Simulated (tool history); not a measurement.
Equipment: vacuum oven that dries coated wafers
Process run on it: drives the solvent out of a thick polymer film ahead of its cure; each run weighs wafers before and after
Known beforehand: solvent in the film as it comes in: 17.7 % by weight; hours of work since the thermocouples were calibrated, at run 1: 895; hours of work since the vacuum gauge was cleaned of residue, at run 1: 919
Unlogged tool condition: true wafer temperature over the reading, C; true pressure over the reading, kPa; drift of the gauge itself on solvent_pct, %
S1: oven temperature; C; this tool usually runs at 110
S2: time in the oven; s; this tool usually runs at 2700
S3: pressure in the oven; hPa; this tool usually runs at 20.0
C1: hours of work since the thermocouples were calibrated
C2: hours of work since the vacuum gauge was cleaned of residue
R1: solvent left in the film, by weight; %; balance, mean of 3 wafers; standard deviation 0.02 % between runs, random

run	day	S1	S2	S3	C1	C2	R1
1	0.000	110	2700	20.0	895	919	4.41
2	1.721	110	2700	20.0	912	936	4.48
3	3.746	110	4380	20.0	933	957	2.68
4	5.129	110	4380	20.0	947	971	2.73
5	6.554	110	1320	20.0	961	986	7.79
6	8.192	110	1320	20.0	978	1002	7.77
7	9.442	110	1320	20.0	990	1015	7.80
8	11.217	110	1320	20.0	1008	1033	7.78
9	13.517	110	1320	20.0	1032	1056	7.76
10	14.888	110	2700	20.0	1046	1070	4.39
11	15.988	110	2700	20.0	1057	1081	4.41
12	17.258	110	2700	20.0	1070	1094	4.43
13	18.446	110	2700	20.0	1082	1106	4.42
14	20.212	110	2700	20.0	1100	1124	4.43
15	21.588	110	2700	20.0	1114	1138	4.43
16	23.079	110	2700	20.0	1129	1153	4.42
17	24.329	110	2700	20.0	1142	1166	4.39
18	25.846	110	2700	20.0	1157	1181	4.38
19	27.629	110	2700	20.0	1175	1199	4.40
20	28.850	110	2700	20.0	1187	1212	4.42
21	30.558	110	2700	20.0	1205	1229	4.41
22	31.917	110	2700	20.0	1219	1243	4.37
23	33.875	110	2700	20.0	1238	1263	4.38
24	35.000	110	2700	20.0	1250	1274	4.41
25	36.217	100	4020	17.7	1262	1287	4.65

What will run 26 give?
26	38.342	100	4020	17.7	1284	1308	?

R1: 4.69 %
With no hidden state in the tool, this same run would have given R1 4.87 %.
